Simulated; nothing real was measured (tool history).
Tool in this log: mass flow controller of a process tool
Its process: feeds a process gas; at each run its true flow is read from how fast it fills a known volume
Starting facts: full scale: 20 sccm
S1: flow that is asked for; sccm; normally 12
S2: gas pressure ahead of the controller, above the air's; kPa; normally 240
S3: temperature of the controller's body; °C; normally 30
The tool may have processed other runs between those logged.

Run 1, day 0.000: usual settings. Result: true flow (%) 99.85.
Run 2, day 3.325: usual settings. Result: true flow (%) 100.02.
Run 3, day 5.871: usual settings. Result: true flow (%) 99.96.
Run 4, day 9.171: usual settings. Result: true flow (%) 99.86.
Run 5, day 14.854: usual settings. Result: true flow (%) 99.85.
Run 6, day 19.771: usual settings but S2 156 kPa. Result: true flow (%) 99.62.
Run 7, day 24.921: usual settings but S2 156 kPa. Result: true flow (%) 99.62.
Run 8, day 29.904: usual settings but S2 156 kPa. Result: true flow (%) 99.57.
Run 9, day 34.221: usual settings but S2 156 kPa. Result: true flow (%) 99.57.
Run 10, day 39.246: usual settings but S1 4 sccm. Result: true flow (%) 100.11.
Run 11, day 42.029: usual settings but S3 29 °C. Result: true flow (%) 99.97.
Run 12, day 45.550: usual settings but S3 29 °C. Result: true flow (%) 99.96.
Run 13, day 48.442: usual settings but S3 29 °C. Result: true flow (%) 99.91.
At day 48.804: controller's zero set anew.
Run 14, day 51.283: usual settings but S3 37 °C. Result: true flow (%) 99.92.
Run 15, day 55.275: usual settings but S1 3 sccm, S3 21 °C. Result: true flow (%) 100.98.
Run 16, day 59.862: usual settings but S1 19 sccm, S3 21 °C. Result: true flow (%) 100.45.

Predict the results of run 17:
Run 17, day 63.492: usual settings but S1 14 sccm, S2 232 kPa, S3 22 °C. Result: true flow (%) ?.

Logged for run 17: true flow (%) 100.50.
With no hidden state in the tool, this same run would have given true flow (%) 100.31.
